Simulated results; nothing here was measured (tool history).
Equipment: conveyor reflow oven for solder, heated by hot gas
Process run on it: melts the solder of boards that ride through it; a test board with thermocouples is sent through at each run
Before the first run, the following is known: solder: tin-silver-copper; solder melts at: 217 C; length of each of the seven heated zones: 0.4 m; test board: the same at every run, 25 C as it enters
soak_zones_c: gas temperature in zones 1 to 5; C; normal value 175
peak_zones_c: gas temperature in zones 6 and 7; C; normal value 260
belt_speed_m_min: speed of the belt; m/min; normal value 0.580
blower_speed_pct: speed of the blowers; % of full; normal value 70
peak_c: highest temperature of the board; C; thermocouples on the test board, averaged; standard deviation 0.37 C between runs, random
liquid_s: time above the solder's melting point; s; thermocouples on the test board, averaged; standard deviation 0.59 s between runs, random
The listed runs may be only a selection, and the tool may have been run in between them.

{"run": 1, "hour": 0.0, "soak_zones_c": 175, "peak_zones_c": 260, "belt_speed_m_min": 0.58, "blower_speed_pct": 70, "peak_c": 242.9, "liquid_s": 55.0}
{"run": 2, "hour": 12.4, "soak_zones_c": 175, "peak_zones_c": 264, "belt_speed_m_min": 0.58, "blower_speed_pct": 70, "peak_c": 246.3, "liquid_s": 57.5}
{"run": 3, "hour": 34.6, "soak_zones_c": 175, "peak_zones_c": 264, "belt_speed_m_min": 0.58, "blower_speed_pct": 70, "peak_c": 246.6, "liquid_s": 55.7}
{"run": 4, "hour": 53.4, "soak_zones_c": 175, "peak_zones_c": 264, "belt_speed_m_min": 0.58, "blower_speed_pct": 70, "peak_c": 247.7, "liquid_s": 57.8}
{"run": 5, "hour": 67.0, "soak_zones_c": 175, "peak_zones_c": 260, "belt_speed_m_min": 0.58, "blower_speed_pct": 70, "peak_c": 243.5, "liquid_s": 54.0}
{"run": 6, "hour": 90.4, "soak_zones_c": 175, "peak_zones_c": 260, "belt_speed_m_min": 0.58, "blower_speed_pct": 70, "peak_c": 242.9, "liquid_s": 54.5}
{"run": 7, "hour": 111.9, "soak_zones_c": 175, "peak_zones_c": 260, "belt_speed_m_min": 0.58, "blower_speed_pct": 70, "peak_c": 243.4, "liquid_s": 54.9}
{"run": 8, "hour": 129.4, "soak_zones_c": 175, "peak_zones_c": 260, "belt_speed_m_min": 0.58, "blower_speed_pct": 70, "peak_c": 243.7, "liquid_s": 54.1}
{"run": 9, "hour": 155.7, "soak_zones_c": 175, "peak_zones_c": 260, "belt_speed_m_min": 0.58, "blower_speed_pct": 70, "peak_c": 243.8, "liquid_s": 53.7}
{"run": 10, "hour": 176.7, "soak_zones_c": 175, "peak_zones_c": 260, "belt_speed_m_min": 0.58, "blower_speed_pct": 70, "peak_c": 242.8, "liquid_s": 53.3}
{"run": 11, "hour": 201.6, "soak_zones_c": 175, "peak_zones_c": 260, "belt_speed_m_min": 0.58, "blower_speed_pct": 70, "peak_c": 244.0, "liquid_s": 54.8}
{"run": 12, "hour": 219.1, "soak_zones_c": 175, "peak_zones_c": 260, "belt_speed_m_min": 0.58, "blower_speed_pct": 70, "peak_c": 243.2, "liquid_s": 53.5}
{"run": 13, "hour": 240.7, "soak_zones_c": 175, "peak_zones_c": 260, "belt_speed_m_min": 0.58, "blower_speed_pct": 70, "peak_c": 243.6, "liquid_s": 53.5}
{"run": 14, "hour": 265.4, "soak_zones_c": 175, "peak_zones_c": 260, "belt_speed_m_min": 0.471, "blower_speed_pct": 70, "peak_c": 249.1, "liquid_s": 75.3}
{"run": 15, "hour": 290.6, "soak_zones_c": 175, "peak_zones_c": 260, "belt_speed_m_min": 0.58, "blower_speed_pct": 70, "peak_c": 243.0, "liquid_s": 53.7}
{"run": 16, "hour": 314.3, "soak_zones_c": 175, "peak_zones_c": 260, "belt_speed_m_min": 0.58, "blower_speed_pct": 70, "peak_c": 243.4, "liquid_s": 52.5}
{"run": 17, "hour": 328.7, "soak_zones_c": 175, "peak_zones_c": 260, "belt_speed_m_min": 0.58, "blower_speed_pct": 69, "peak_c": 242.2, "liquid_s": 53.3}
{"run": 18, "hour": 347.6, "soak_zones_c": 177, "peak_zones_c": 264, "belt_speed_m_min": 0.496, "blower_speed_pct": 53, "peak_c": 247.3, "liquid_s": 69.0}
{"run": 19, "hour": 373.5, "soak_zones_c": 177, "peak_zones_c": 264, "belt_speed_m_min": 0.496, "blower_speed_pct": 53, "peak_c": 247.0, "liquid_s": 68.5}
{"run": 20, "hour": 386.3, "soak_zones_c": 177, "peak_zones_c": 264, "belt_speed_m_min": 0.496, "blower_speed_pct": 53, "peak_c": 247.7, "liquid_s": 68.5}
{"run": 21, "hour": 397.2, "soak_zones_c": 177, "peak_zones_c": 260, "belt_speed_m_min": 0.628, "blower_speed_pct": 70, "peak_c": 240.2, "liquid_s": 47.2}
{"run": 22, "hour": 419.5, "soak_zones_c": 177, "peak_zones_c": 268, "belt_speed_m_min": 0.628, "blower_speed_pct": 56, "peak_c": 242.9, "liquid_s": 46.6}

What will run 23 give?
{"run": 23, "hour": 445.6, "soak_zones_c": 183, "peak_zones_c": 268, "belt_speed_m_min": 0.628, "blower_speed_pct": 56, "peak_c": "?", "liquid_s": "?"}

{"run 23": {"peak_c": 243.8, "liquid_s": 50.3}}
Take away the tool's hidden state, keep the run-to-run variation as it was, and the same run would have given peak_c 243.8 C, liquid_s 50.1 s.
